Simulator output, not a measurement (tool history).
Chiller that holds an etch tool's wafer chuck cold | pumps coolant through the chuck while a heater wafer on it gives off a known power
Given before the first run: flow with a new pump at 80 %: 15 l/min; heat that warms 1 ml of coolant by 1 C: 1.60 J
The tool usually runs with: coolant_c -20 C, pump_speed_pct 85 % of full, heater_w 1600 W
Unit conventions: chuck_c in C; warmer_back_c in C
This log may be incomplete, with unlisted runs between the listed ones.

run     day  coolant_c  pump_speed_pct  heater_w  chuck_c  warmer_back_c
  1   0.000        -20              85      1600     -8.2           3.73
  2   0.588        -20              85      1600     -8.3           3.67
  3   1.412        -20              85      1600     -8.1           3.73
  4   2.267        -13              85      1600     -1.0           3.75
  5   3.554        -13              85      1600     -1.2           3.73
  6   4.392        -20              85      1600     -8.0           3.76
  7   5.575        -20              85      1600     -8.1           3.68
  8   6.929        -20              85      1600     -8.0           3.71
  9   8.246        -20              85      1600     -8.0           3.67
 10   9.554        -20              85      1600     -7.9           3.75
 11  10.475        -20              85      1600     -8.1           3.69
 12  11.092        -20              85      1600     -8.0           3.70
 13  11.854        -20              85      1600     -8.3           3.76
 14  12.571        -20              85      1600     -8.2           3.71
 15  13.821        -20              85      1600     -8.1           3.78
 16  14.588        -20              85      1600     -8.1           3.73
 17  15.242        -20              85      1600     -8.1           3.77
 18  15.808        -20              85      1600     -8.1           3.74
 19  16.396        -15              85       826     -8.8           1.93
 20  17.742        -20              85       860    -13.6           1.96
 21  18.454        -20              85      2199     -3.6           5.15
 22  19.521        -23              85      2199     -6.5           5.16
 23  20.883        -26              78      1126    -17.0           2.89
 24  21.767        -26              78      1126    -16.8           2.88
 25  22.412        -20              78      1126    -11.0           2.87
 26  22.988        -20              74       904    -12.3           2.50
 27  24.317        -28              84      1600    -15.9           3.80
 28  25.554        -15              85      2248      1.7           5.23
 29  26.746        -23              91      1600    -11.7           3.45
 30  27.679        -19              62      2383      5.3           7.89
 31  29.038        -20              85      1605     -7.9           3.79
 32  29.792        -20              85      1605     -8.1           3.75
 33  30.783        -20              85      2141     -3.9           5.00

Alternative continuations, all from the tool just after run 33; predict every row:
  A  32.029        -28              60      1600        ?              ?
  B  32.029        -27              81      1511        ?              ?
  C  32.029        -27              77      1697        ?              ?

run  chuck_c  warmer_back_c
  A    -11.1           5.49
  B    -14.9           3.74
  C    -12.8           4.44
Stripped of hidden state, with their random variation kept, the same runs would have yielded:
run  chuck_c  warmer_back_c
  A    -12.0           5.47
  B    -15.5           3.73
  C    -13.5           4.42
